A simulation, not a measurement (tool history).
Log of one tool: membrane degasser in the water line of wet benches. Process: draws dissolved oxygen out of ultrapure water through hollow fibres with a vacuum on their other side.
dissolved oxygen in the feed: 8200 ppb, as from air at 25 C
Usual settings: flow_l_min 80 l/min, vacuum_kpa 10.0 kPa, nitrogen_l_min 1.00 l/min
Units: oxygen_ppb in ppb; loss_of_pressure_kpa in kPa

run	hour	flow_l_min	vacuum_kpa	nitrogen_l_min	oxygen_ppb	loss_of_pressure_kpa
1	0.0	80	10.0	1.00	1003.2	33.68
2	62.4	80	10.0	1.00	1005.0	34.23
3	124.8	80	8.0	1.00	786.8	34.16
4	200.5	80	10.0	1.00	1015.2	33.93
# hour 205.7: vacuum gauge calibrated
5	242.8	80	10.0	1.00	1026.2	34.19
6	282.7	80	10.0	1.00	1027.4	34.01
7	341.0	91	10.0	1.00	1138.6	38.95
# hour 402.9: vacuum gauge calibrated, once more
8	428.0	91	10.0	1.00	1095.2	39.19
9	512.8	100	20.2	1.00	2311.1	42.85
10	582.7	100	20.2	1.00	2269.9	42.62

Forecast each of these 4 alternatives for the next run:
A	629.3	66	7.1	1.00	?	?
B	629.3	80	6.4	1.00	?	?
C	629.3	74	8.7	2.74	?	?
D	629.3	100	20.2	1.33	?	?

run	oxygen_ppb	loss_of_pressure_kpa
A	538.5	28.01
B	569.7	34.36
C	441.1	31.78
D	1991.3	42.71
Without the tool's hidden state the same runs would have given:
run	oxygen_ppb	loss_of_pressure_kpa
A	528.6	27.22
B	555.2	33.40
C	426.5	30.89
D	1977.4	41.52
